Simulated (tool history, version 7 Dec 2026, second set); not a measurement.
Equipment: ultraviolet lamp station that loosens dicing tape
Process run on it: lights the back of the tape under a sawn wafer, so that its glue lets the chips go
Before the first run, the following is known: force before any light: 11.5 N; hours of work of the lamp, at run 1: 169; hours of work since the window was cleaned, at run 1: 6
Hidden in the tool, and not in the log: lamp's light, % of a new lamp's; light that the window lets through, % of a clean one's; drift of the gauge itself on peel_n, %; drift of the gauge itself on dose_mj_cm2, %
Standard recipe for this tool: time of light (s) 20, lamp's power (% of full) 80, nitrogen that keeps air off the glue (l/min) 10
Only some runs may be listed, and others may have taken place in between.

run    day  time of light (s)  lamp's power (% of full)  nitrogen that keeps air off the glue (l/min)  hours of work of the lamp  hours of work since the window was cleaned  force that peels the tape off (N)  light that reached the tape (mJ/cm2)
  1  0.000                 20                        80                                            10                        169                                           6                              0.275                                   353
  2  0.242                 20                        80                                            10                        171                                           9                              0.271                                   349
  3  0.642                 20                        80                                            10                        175                                          13                              0.274                                   348
  4  1.062                 20                        80                                             4                        179                                          17                              0.446                                   349
  5  1.283                 20                        80                                             4                        181                                          19                              0.467                                   348
  6  1.729                 20                        80                                             4                        185                                          23                              0.466                                   348
  7  1.921                 20                        80                                             4                        187                                          25                              0.477                                   349
  8  2.367                 20                        80                                             4                        192                                          29                              0.472                                   349
  9  2.762                 20                        80                                             4                        195                                          33                              0.466                                   346
 10  3.096                 20                        80                                             4                        199                                          36                              0.467                                   346
 11  3.538                 20                        86                                            10                        203                                          40                              0.237                                   374
 12  3.750                 20                        86                                            10                        205                                          42                              0.247                                   366
 13  3.954                 20                        86                                            10                        207                                          44                              0.245                                   369
 14  4.392                 20                        86                                            10                        211                                          49                              0.251                                   366
 15  4.646                 20                        86                                            10                        213                                          51                              0.240                                   367
 16  4.875                 20                        86                                             5                        216                                          53                              0.363                                   370
 17  5.325                 30                        93                                             5                        220                                          58                              0.149                                   594
 18  5.721                 20                        77                                            11                        224                                          61                              0.310                                   324
 19  5.996                 20                        77                                            11                        227                                          64                              0.316                                   324
 20  6.358                 20                        77                                             7                        230                                          68                              0.397                                   330
 21  6.738                 25                        90                                             4                        234                                          71                              0.219                                   471
 22  7.062                 12                        80                                            10                        237                                          74                              1.074                                   202
 23  7.296                 15                        78                                             3                        239                                          77                              1.259                                   252
 24  7.721                 14                        87                                            10                        243                                          81                              0.626                                   253
 25  8.008                 14                        87                                            10                        246                                          84                              0.622                                   254
 26  8.283                 14                        87                                            10                        249                                          86                              0.629                                   251
 27  8.729                 24                        94                                             4                        253                                          90                              0.222                                   465
 28  9.079                 24                        94                                             4                        256                                          94                              0.225                                   461
 29  9.312                 24                        94                                             4                        258                                          96                              0.257                                   462

Consider 4 possible next runs. They are alternatives, not a sequence: every one starts from the tool as it was left by run 29. What does each give?
  A  9.650                 23                        80                                             5                        262                                          99                                  ?                                     ?
  B  9.650                 13                        72                                            19                        262                                          99                                  ?                                     ?
  C  9.650                 17                        79                                             9                        262                                          99                                  ?                                     ?
  D  9.650                 24                        98                                             4                        262                                          99                                  ?                                     ?

run  force that peels the tape off (N)  light that reached the tape (mJ/cm2)
  A                              0.328                                   377
  B                              0.984                                   194
  C                              0.525                                   275
  D                              0.222                                   484
Without the tool's unlogged condition, the same runs would have read:
run  force that peels the tape off (N)  light that reached the tape (mJ/cm2)
  A                              0.226                                   442
  B                              0.671                                   227
  C                              0.349                                   322
  D                              0.171                                   569

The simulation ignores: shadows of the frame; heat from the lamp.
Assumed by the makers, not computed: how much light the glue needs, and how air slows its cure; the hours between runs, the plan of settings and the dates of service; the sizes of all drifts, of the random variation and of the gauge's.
